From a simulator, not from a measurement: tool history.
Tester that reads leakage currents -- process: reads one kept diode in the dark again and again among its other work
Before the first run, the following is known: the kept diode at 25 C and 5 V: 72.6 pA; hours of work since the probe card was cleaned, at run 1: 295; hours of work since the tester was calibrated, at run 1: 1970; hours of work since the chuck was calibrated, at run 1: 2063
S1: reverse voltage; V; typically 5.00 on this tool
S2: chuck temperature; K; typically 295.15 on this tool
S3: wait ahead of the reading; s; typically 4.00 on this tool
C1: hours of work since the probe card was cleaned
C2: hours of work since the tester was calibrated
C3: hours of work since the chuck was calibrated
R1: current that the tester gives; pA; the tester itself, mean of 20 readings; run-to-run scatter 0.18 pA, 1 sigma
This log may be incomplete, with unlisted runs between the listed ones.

{"run": 1, "hour": 0.0, "S1": 5.0, "S2": 295.15, "S3": 4.0, "C1": 295, "C2": 1970, "C3": 2063, "R1": 52.05}
{"run": 2, "hour": 111.4, "S1": 5.0, "S2": 295.15, "S3": 4.0, "C1": 368, "C2": 2043, "C3": 2136, "R1": 51.89}
{"hour": 201.0, "done": "chuck's temperature calibrated"}
{"run": 3, "hour": 232.4, "S1": 5.0, "S2": 295.15, "S3": 4.0, "C1": 445, "C2": 2120, "C3": 20, "R1": 57.31}
{"run": 4, "hour": 348.7, "S1": 5.0, "S2": 295.15, "S3": 4.0, "C1": 521, "C2": 2195, "C3": 96, "R1": 56.99}
{"run": 5, "hour": 431.4, "S1": 5.0, "S2": 295.15, "S3": 4.0, "C1": 574, "C2": 2249, "C3": 150, "R1": 57.37}
{"hour": 446.3, "done": "tester calibrated"}
{"run": 6, "hour": 494.6, "S1": 5.0, "S2": 295.15, "S3": 4.0, "C1": 614, "C2": 31, "C3": 189, "R1": 57.73}
{"run": 7, "hour": 603.0, "S1": 5.0, "S2": 295.15, "S3": 4.0, "C1": 684, "C2": 102, "C3": 260, "R1": 57.44}
{"run": 8, "hour": 665.8, "S1": 5.0, "S2": 295.15, "S3": 0.72, "C1": 725, "C2": 143, "C3": 301, "R1": 58.75}
{"run": 9, "hour": 775.0, "S1": 5.0, "S2": 295.15, "S3": 0.72, "C1": 796, "C2": 213, "C3": 371, "R1": 58.37}
{"run": 10, "hour": 894.0, "S1": 5.0, "S2": 295.15, "S3": 0.72, "C1": 873, "C2": 291, "C3": 449, "R1": 58.95}
{"run": 11, "hour": 1011.8, "S1": 5.0, "S2": 320.15, "S3": 4.0, "C1": 950, "C2": 367, "C3": 525, "R1": 368.79}
{"run": 12, "hour": 1087.3, "S1": 5.0, "S2": 295.15, "S3": 4.0, "C1": 999, "C2": 416, "C3": 574, "R1": 57.07}
{"run": 13, "hour": 1164.5, "S1": 2.5, "S2": 295.15, "S3": 4.0, "C1": 1049, "C2": 466, "C3": 624, "R1": 38.41}
{"run": 14, "hour": 1249.3, "S1": 5.0, "S2": 295.15, "S3": 3.49, "C1": 1104, "C2": 521, "C3": 679, "R1": 56.96}
{"run": 15, "hour": 1315.0, "S1": 5.0, "S2": 295.15, "S3": 3.49, "C1": 1147, "C2": 564, "C3": 722, "R1": 56.88}
{"run": 16, "hour": 1396.5, "S1": 5.0, "S2": 295.15, "S3": 0.45, "C1": 1200, "C2": 617, "C3": 775, "R1": 58.72}
{"run": 17, "hour": 1474.3, "S1": 5.0, "S2": 295.15, "S3": 0.45, "C1": 1250, "C2": 668, "C3": 826, "R1": 58.71}
{"run": 18, "hour": 1567.8, "S1": 5.0, "S2": 295.15, "S3": 0.44, "C1": 1311, "C2": 728, "C3": 886, "R1": 58.86}
{"run": 19, "hour": 1647.6, "S1": 5.0, "S2": 295.15, "S3": 0.44, "C1": 1363, "C2": 780, "C3": 938, "R1": 58.05}
{"run": 20, "hour": 1755.9, "S1": 3.88, "S2": 295.15, "S3": 0.44, "C1": 1433, "C2": 850, "C3": 1008, "R1": 50.43}
{"run": 21, "hour": 1868.6, "S1": 5.0, "S2": 295.15, "S3": 0.61, "C1": 1506, "C2": 924, "C3": 1082, "R1": 57.62}
{"run": 22, "hour": 1990.8, "S1": 1.38, "S2": 308.15, "S3": 4.03, "C1": 1586, "C2": 1003, "C3": 1161, "R1": 72.84}
{"run": 23, "hour": 2071.2, "S1": 7.15, "S2": 306.15, "S3": 0.92, "C1": 1638, "C2": 1055, "C3": 1213, "R1": 159.99}
{"run": 24, "hour": 2140.2, "S1": 6.27, "S2": 306.15, "S3": 3.32, "C1": 1683, "C2": 1100, "C3": 1258, "R1": 147.97}
{"run": 25, "hour": 2252.0, "S1": 19.84, "S2": 309.15, "S3": 2.4, "C1": 1755, "C2": 1173, "C3": 1331, "R1": 351.78}
{"run": 26, "hour": 2316.7, "S1": 2.17, "S2": 295.15, "S3": 4.0, "C1": 1797, "C2": 1215, "C3": 1373, "R1": 34.28}
{"run": 27, "hour": 2416.7, "S1": 5.0, "S2": 304.15, "S3": 4.0, "C1": 1862, "C2": 1280, "C3": 1438, "R1": 111.41}
{"run": 28, "hour": 2481.5, "S1": 5.0, "S2": 295.15, "S3": 0.91, "C1": 1904, "C2": 1322, "C3": 1480, "R1": 56.5}
{"run": 29, "hour": 2574.2, "S1": 5.0, "S2": 295.15, "S3": 0.91, "C1": 1965, "C2": 1382, "C3": 1540, "R1": 56.03}
{"run": 30, "hour": 2635.4, "S1": 12.35, "S2": 295.15, "S3": 0.91, "C1": 2004, "C2": 1422, "C3": 1580, "R1": 95.34}
{"run": 31, "hour": 2748.7, "S1": 1.1, "S2": 320.15, "S3": 4.0, "C1": 2078, "C2": 1495, "C3": 1653, "R1": 149.18}
{"run": 32, "hour": 2822.0, "S1": 4.18, "S2": 304.15, "S3": 5.29, "C1": 2126, "C2": 1543, "C3": 1701, "R1": 99.7}
{"run": 33, "hour": 2933.4, "S1": 5.0, "S2": 316.15, "S3": 4.0, "C1": 2198, "C2": 1615, "C3": 1773, "R1": 263.21}
{"run": 34, "hour": 3016.0, "S1": 3.81, "S2": 301.15, "S3": 2.53, "C1": 2252, "C2": 1669, "C3": 1827, "R1": 74.65}
{"run": 35, "hour": 3083.3, "S1": 1.76, "S2": 322.15, "S3": 2.09, "C1": 2295, "C2": 1713, "C3": 1870, "R1": 221.36}
{"run": 36, "hour": 3162.5, "S1": 5.0, "S2": 300.15, "S3": 4.0, "C1": 2347, "C2": 1764, "C3": 1922, "R1": 80.16}
{"run": 37, "hour": 3243.1, "S1": 5.0, "S2": 300.15, "S3": 4.0, "C1": 2399, "C2": 1816, "C3": 1974, "R1": 80.31}
{"run": 38, "hour": 3331.6, "S1": 5.0, "S2": 295.15, "S3": 0.44, "C1": 2457, "C2": 1874, "C3": 2032, "R1": 56.43}
{"run": 39, "hour": 3471.7, "S1": 5.0, "S2": 295.15, "S3": 0.44, "C1": 2547, "C2": 1965, "C3": 2123, "R1": 56.03}
{"run": 40, "hour": 3570.6, "S1": 6.91, "S2": 297.15, "S3": 0.35, "C1": 2612, "C2": 2029, "C3": 2187, "R1": 79.67}

For some of the steps in R1 from one run to the next: how much would appear even if the tool had no hidden state, given the settings, what came in and random variation, and how much remains for the hidden state plus any gauge scatter that the measured result and the result without hidden state don't share?
Unlogged tool condition in this case: stray current of the dirty probe card, pA a volt; current scale over the true one, %; true chuck temperature over the reading, C; drift of the gauge itself on leakage_pa, %.
Run 10 -> 11: S2 295.15 -> 320.15, S3 0.72 -> 4.00. R1 +309.84 pA: hidden state -5.21, all else +315.05.
Run 11 -> 12: S2 320.15 -> 295.15. R1 -311.72 pA: hidden state +4.94, all else -316.66.
Run 25 -> 26: S1 19.84 -> 2.17, S2 309.15 -> 295.15, S3 2.40 -> 4.00. R1 -317.50 pA: hidden state +12.53, all else -330.03.
Run 32 -> 33: S1 4.18 -> 5.00, S2 304.15 -> 316.15, S3 5.29 -> 4.00. R1 +163.51 pA: hidden state -12.82, all else +176.33.
Run 33 -> 34: S1 5.00 -> 3.81, S2 316.15 -> 301.15, S3 4.00 -> 2.53. R1 -188.56 pA: hidden state +14.19, all else -202.75.
Run 34 -> 35: S1 3.81 -> 1.76, S2 301.15 -> 322.15, S3 2.53 -> 2.09. R1 +146.71 pA: hidden state -12.79, all else +159.50.
